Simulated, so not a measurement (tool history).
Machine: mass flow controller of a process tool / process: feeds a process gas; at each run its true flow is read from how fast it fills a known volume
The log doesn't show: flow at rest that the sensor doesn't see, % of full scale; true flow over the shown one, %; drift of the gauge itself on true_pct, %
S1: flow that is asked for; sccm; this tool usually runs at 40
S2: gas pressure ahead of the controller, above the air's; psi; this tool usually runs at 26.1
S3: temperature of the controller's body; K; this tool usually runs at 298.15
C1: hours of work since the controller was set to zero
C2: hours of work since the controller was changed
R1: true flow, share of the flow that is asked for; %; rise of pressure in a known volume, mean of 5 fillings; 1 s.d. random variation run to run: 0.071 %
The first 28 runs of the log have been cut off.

run,hour,S1,S2,S3,C1,C2,R1
29,4801.1,28,28.9,298.15,218,218,98.87
30,4962.3,35,26.1,298.15,315,315,99.28
31,5138.6,18,26.1,300.15,421,421,98.7
32,5333,46,24.9,300.15,538,538,99.72
33,5441.8,10,24.9,300.15,604,604,98.34
34,5679.8,10,28.7,297.15,747,747,97.95
35,5929.2,10,28.7,297.15,897,897,97.83
36,6128.8,40,28.1,303.15,1018,1018,99.16
37,6367.2,40,26.1,298.15,1161,1161,98.83
38,6581.8,15,26.8,295.15,1291,1291,97.63
39,6811.9,7,27.8,298.15,1429,1429,97.79
40,7025.7,7,27.8,298.15,1558,1558,97.82
41,7169.8,40,26.1,297.15,1645,1645,98.32
42,7288.7,40,37.1,295.15,1716,1716,97.57
43,7459.9,17,22.3,304.15,1820,1820,98.18
44,7668.9,6,29.7,312.15,1945,1945,98.94
45,7895.4,8,29.7,307.15,2082,2082,98.24
46,8079.3,8,37,307.15,2193,2193,97.76
47,8207.1,30,31.3,299.15,2270,2270,97.51
48,8331.2,30,31.3,299.15,2344,2344,97.49

Predict each of these 4 candidate next runs independently; none follows another, all start after run 48:
A,8535.8,15,26.1,298.15,2468,2468,?
B,8535.8,23,36.3,297.15,2468,2468,?
C,8535.8,30,38.1,299.15,2468,2468,?
D,8535.8,30,24.9,300.15,2468,2468,?

run,R1
A,97.15
B,96.68
C,97.12
D,97.66
Without the tool's unlogged condition, the same runs would have read:
run,R1
A,98.56
B,98.32
C,98.87
D,99.41
